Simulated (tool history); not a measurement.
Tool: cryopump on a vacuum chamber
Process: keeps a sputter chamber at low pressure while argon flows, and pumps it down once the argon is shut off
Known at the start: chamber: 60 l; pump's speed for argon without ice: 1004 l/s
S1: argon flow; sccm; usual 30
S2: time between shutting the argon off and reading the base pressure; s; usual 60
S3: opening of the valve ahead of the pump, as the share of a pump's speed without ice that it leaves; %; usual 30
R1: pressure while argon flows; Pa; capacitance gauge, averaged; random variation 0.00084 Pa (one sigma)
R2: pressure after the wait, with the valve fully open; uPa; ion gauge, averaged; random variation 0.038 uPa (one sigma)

run   hour  S1   S2  S3      R1    R2
  1    0.0  30   60  30  0.1721  3.57
  2   12.1  30   60  30  0.1722  3.55
  3   36.2  30   60  30  0.1734  3.63
  4   63.1  30   60  30  0.1739  3.57
  5   82.5  30   60  30  0.1741  3.77
  6   96.0  30   60  30  0.1750  3.70
  7  120.0  22   60  30  0.1276  3.75
  8  143.5  30  140  30  0.1767  2.72
  9  156.3  30   40  30  0.1760  4.62
 10  169.2  30   40  30  0.1758  4.71
 11  196.0  30   40  30  0.1774  4.80
 12  220.0  30   40  30  0.1773  4.84
 13  246.3  30   40  30  0.1796  4.82
 14  263.7  30   40  30  0.1778  5.08

Run 15 comes next. What will it give?
 15  290.8  13  238  15   ?   ?

Run 15 gave R1 0.1518 Pa, R2 2.55 uPa.
Without the tool's hidden state the same run would have given R1 0.1470 Pa, R2 0.75 uPa.
